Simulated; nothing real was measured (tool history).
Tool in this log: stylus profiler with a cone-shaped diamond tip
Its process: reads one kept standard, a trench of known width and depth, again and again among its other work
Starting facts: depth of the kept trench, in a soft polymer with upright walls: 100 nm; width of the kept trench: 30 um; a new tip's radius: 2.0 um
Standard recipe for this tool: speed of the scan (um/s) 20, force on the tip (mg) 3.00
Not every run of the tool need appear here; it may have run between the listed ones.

| run | day | speed of the scan (um/s) | force on the tip (mg) | depth of the trench (Å) | width of the trench's floor (µm) |
|---|---|---|---|---|---|
| 1 | 0.000 | 20 | 3.00 | 1010.6 | 28.64 |
| 2 | 0.429 | 20 | 3.00 | 1010.5 | 28.67 |
| 3 | 0.875 | 20 | 3.00 | 1010.5 | 28.69 |
| 4 | 1.333 | 20 | 3.00 | 1010.6 | 28.68 |
| 5 | 1.925 | 80 | 3.00 | 1010.3 | 28.51 |
| 6 | 2.421 | 80 | 3.00 | 1010.4 | 28.46 |
| 7 | 2.796 | 16 | 3.00 | 1010.4 | 28.66 |
| 8 | 3.171 | 20 | 2.96 | 1010.4 | 28.65 |
| 9 | 3.604 | 20 | 3.00 | 1010.3 | 28.67 |
| 10 | 3.883 | 20 | 3.00 | 1010.4 | 28.66 |
| 11 | 4.154 | 20 | 3.00 | 1010.4 | 28.69 |
| 12 | 4.592 | 20 | 3.00 | 1010.4 | 28.68 |
| 13 | 5.192 | 20 | 3.00 | 1010.3 | 28.68 |
| 14 | 5.579 | 20 | 3.00 | 1010.5 | 28.66 |
| 15 | 5.950 | 20 | 3.00 | 1010.4 | 28.69 |
| 16 | 6.488 | 20 | 3.00 | 1010.5 | 28.68 |
| 17 | 7.096 | 20 | 1.41 | 1006.2 | 28.64 |
| 18 | 7.383 | 20 | 1.41 | 1006.5 | 28.67 |
| 19 | 7.662 | 30 | 1.41 | 1006.4 | 28.66 |
| 20 | 8.212 | 30 | 1.41 | 1006.4 | 28.64 |
| 21 | 8.783 | 30 | 1.41 | 1006.4 | 28.60 |
| 22 | 9.200 | 30 | 1.41 | 1006.3 | 28.63 |
| 23 | 9.775 | 30 | 1.41 | 1006.3 | 28.62 |
| 24 | 10.262 | 20 | 4.29 | 1013.2 | 28.73 |
| 25 | 10.767 | 39 | 2.46 | 1009.0 | 28.62 |
| 26 | 11.133 | 8 | 1.42 | 1006.4 | 28.71 |
| 27 | 11.775 | 10 | 3.07 | 1010.7 | 28.70 |
| 28 | 12.071 | 6 | 3.00 | 1010.4 | 28.72 |
| 29 | 12.483 | 24 | 3.00 | 1010.3 | 28.67 |
| 30 | 13.133 | 24 | 3.00 | 1010.3 | 28.68 |
| 31 | 13.579 | 24 | 3.00 | 1010.5 | 28.66 |
| 32 | 14.225 | 8 | 3.00 | 1010.5 | 28.72 |
| 33 | 14.542 | 42 | 6.23 | 1016.9 | 28.64 |
| 34 | 14.875 | 42 | 6.23 | 1017.1 | 28.63 |
| 35 | 15.246 | 42 | 6.23 | 1017.2 | 28.62 |
| 36 | 15.788 | 8 | 3.00 | 1010.2 | 28.68 |
| 37 | 16.142 | 6 | 2.12 | 1008.4 | 28.77 |
| 38 | 16.592 | 23 | 8.88 | 1021.7 | 28.72 |
| 39 | 17.004 | 9 | 7.06 | 1018.2 | 28.73 |
| 40 | 17.275 | 70 | 3.12 | 1010.6 | 28.50 |
| 41 | 17.858 | 14 | 8.78 | 1021.2 | 28.71 |
| 42 | 18.200 | 63 | 1.33 | 1006.1 | 28.42 |
| 43 | 18.638 | 63 | 1.33 | 1005.8 | 28.45 |
| 44 | 19.192 | 8 | 1.41 | 1006.4 | 28.71 |
| 45 | 19.512 | 13 | 1.03 | 1005.2 | 28.67 |
| 46 | 20.033 | 7 | 2.30 | 1008.7 | 28.70 |
| 47 | 20.625 | 20 | 3.39 | 1011.1 | 28.65 |

What if the next run were any one of these 4? Each begins from the tool's condition after run 47:
| A | 21.258 | 20 | 4.61 | ? | ? |
| B | 21.258 | 37 | 2.85 | ? | ? |
| C | 21.258 | 7 | 8.41 | ? | ? |
| D | 21.258 | 45 | 1.20 | ? | ? |

| run | depth of the trench (Å) | width of the trench's floor (µm) |
|---|---|---|
| A | 1013.9 | 28.71 |
| B | 1010.0 | 28.62 |
| C | 1020.7 | 28.79 |
| D | 1005.6 | 28.50 |
With no hidden state in the tool, these same runs would have given:
| run | depth of the trench (Å) | width of the trench's floor (µm) |
|---|---|---|
| A | 1013.8 | 28.72 |
| B | 1010.0 | 28.63 |
| C | 1020.7 | 28.79 |
| D | 1005.6 | 28.51 |

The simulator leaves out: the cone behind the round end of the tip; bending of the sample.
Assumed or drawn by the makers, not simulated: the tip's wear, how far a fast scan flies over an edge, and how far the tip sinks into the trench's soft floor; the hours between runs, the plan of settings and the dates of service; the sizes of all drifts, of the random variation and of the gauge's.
